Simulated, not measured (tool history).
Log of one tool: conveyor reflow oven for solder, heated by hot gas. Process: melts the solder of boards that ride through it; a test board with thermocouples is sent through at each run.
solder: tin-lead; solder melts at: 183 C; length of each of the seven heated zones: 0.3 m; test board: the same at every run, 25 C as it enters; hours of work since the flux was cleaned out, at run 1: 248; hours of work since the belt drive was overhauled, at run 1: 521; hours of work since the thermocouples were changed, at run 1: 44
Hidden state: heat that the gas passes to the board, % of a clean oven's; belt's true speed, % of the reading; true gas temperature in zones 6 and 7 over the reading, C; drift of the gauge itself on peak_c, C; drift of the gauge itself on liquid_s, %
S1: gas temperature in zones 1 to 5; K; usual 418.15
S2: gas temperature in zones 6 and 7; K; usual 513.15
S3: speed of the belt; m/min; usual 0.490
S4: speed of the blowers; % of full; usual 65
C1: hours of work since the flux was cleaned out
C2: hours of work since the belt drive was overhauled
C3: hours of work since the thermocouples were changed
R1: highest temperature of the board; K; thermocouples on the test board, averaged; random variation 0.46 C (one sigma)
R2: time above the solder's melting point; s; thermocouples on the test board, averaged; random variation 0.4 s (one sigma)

run,hour,S1,S2,S3,S4,C1,C2,C3,R1,R2
1,0.0,418.15,513.15,0.490,65,248,521,44,497.75,61.8
# hour 51.0: flux residue cleaned out of gas plates and filters
2,78.4,418.15,513.15,0.490,80,21,577,100,501.75,64.7
3,144.9,418.15,511.15,0.490,65,72,628,151,495.65,60.5
4,235.0,418.15,519.15,0.490,65,141,697,220,502.45,65.5
5,298.5,418.15,519.15,0.490,65,189,745,268,503.35,65.5
6,353.7,418.15,513.15,0.490,65,231,788,311,497.05,61.8
# hour 421.1: flux residue cleaned out of gas plates and filters
7,421.9,418.15,513.15,0.490,65,1,836,359,497.15,62.0
# hour 505.7: belt drive overhauled, speed set with a stopwatch
8,522.8,418.15,513.15,0.490,65,75,13,433,497.75,61.7
9,616.8,418.15,513.15,0.490,65,146,85,505,497.25,61.9
10,699.1,418.15,513.15,0.490,52,209,148,568,493.25,58.3
11,750.1,418.15,513.15,0.490,52,248,187,607,493.15,58.7
# hour 802.1: flux residue cleaned out of gas plates and filters
12,847.4,418.15,513.15,0.490,65,35,257,677,496.95,61.5
13,904.6,418.15,513.15,0.490,65,78,301,721,498.25,61.7
14,985.7,418.15,513.15,0.490,52,140,363,783,493.45,58.5
15,1035.9,418.15,513.15,0.490,52,179,401,821,492.85,58.6
16,1107.6,418.15,521.15,0.484,53,233,456,876,499.75,64.7
17,1149.0,418.15,521.15,0.484,53,265,487,907,500.15,65.1
# hour 1175.8: flux residue cleaned out of gas plates and filters
18,1219.7,418.15,513.15,0.490,60,33,538,958,497.05,61.1
19,1298.0,418.15,513.15,0.490,60,93,597,1017,495.55,61.3
20,1387.6,420.15,512.15,0.581,85,162,666,1086,496.85,52.3
21,1472.6,418.15,513.15,0.569,65,227,731,1151,492.85,50.6
22,1533.0,418.15,513.15,0.569,65,273,777,1197,492.15,50.0
# hour 1545.9: flux residue cleaned out of gas plates and filters
23,1599.8,407.15,528.15,0.490,65,41,824,1244,508.75,64.5
24,1678.1,407.15,528.15,0.490,65,101,884,1304,508.35,64.9
# hour 1703.4: belt drive overhauled, speed set with a stopwatch
25,1726.2,415.15,511.15,0.533,65,135,17,1337,492.45,52.5
# hour 1767.4: thermocouples of zones 6 and 7 changed
26,1779.4,415.15,511.15,0.533,65,174,56,9,492.75,52.7
27,1825.3,417.15,511.15,0.589,65,209,92,44,489.25,45.1
28,1900.0,418.15,513.15,0.470,56,266,149,101,495.85,64.3
# hour 1925.7: flux residue cleaned out of gas plates and filters
29,1951.4,418.15,513.15,0.470,56,20,184,137,496.55,63.6
30,2034.6,418.15,521.15,0.470,56,83,248,200,502.25,68.1

Hidden state at the last listed run before each entry between runs and at the first one after, where it differs:
Between runs 1 and 2: flux residue cleaned out of gas plates and filters (hour 51.0)
  heat that the gas passes to the board, % of a clean oven's: 99.3 -> 99.9; belt's true speed, % of the reading: 99.96 -> 99.95; true gas temperature in zones 6 and 7 over the reading, C: 0.03 -> 0.02
Between runs 6 and 7: flux residue cleaned out of gas plates and filters (hour 421.1)
  heat that the gas passes to the board, % of a clean oven's: 99.4 -> 99.9; belt's true speed, % of the reading: 99.94 -> 99.93; true gas temperature in zones 6 and 7 over the reading, C: 0 -> -0.01
Between runs 7 and 8: belt drive overhauled, speed set with a stopwatch (hour 505.7)
  heat that the gas passes to the board, % of a clean oven's: 99.9 -> 99.7; belt's true speed, % of the reading: 99.93 -> 99.99
Between runs 11 and 12: flux residue cleaned out of gas plates and filters (hour 802.1)
  heat that the gas passes to the board, % of a clean oven's: 99.3 -> 99.9; belt's true speed, % of the reading: 99.98 -> 99.97
Between runs 17 and 18: flux residue cleaned out of gas plates and filters (hour 1175.8)
  heat that the gas passes to the board, % of a clean oven's: 99.2 -> 99.9; true gas temperature in zones 6 and 7 over the reading, C: -0.07 -> -0.08
Between runs 22 and 23: flux residue cleaned out of gas plates and filters (hour 1545.9)
  heat that the gas passes to the board, % of a clean oven's: 99.2 -> 99.9; true gas temperature in zones 6 and 7 over the reading, C: -0.1 -> -0.11
Between runs 24 and 25: belt drive overhauled, speed set with a stopwatch (hour 1703.4)
  heat that the gas passes to the board, % of a clean oven's: 99.7 -> 99.6; belt's true speed, % of the reading: 99.92 -> 99.98
Between runs 25 and 26: thermocouples of zones 6 and 7 changed (hour 1767.4)
  heat that the gas passes to the board, % of a clean oven's: 99.6 -> 99.5; true gas temperature in zones 6 and 7 over the reading, C: -0.12 -> 0.01
Between runs 28 and 29: flux residue cleaned out of gas plates and filters (hour 1925.7)
  heat that the gas passes to the board, % of a clean oven's: 99.3 -> 99.9; belt's true speed, % of the reading: 99.98 -> 99.97
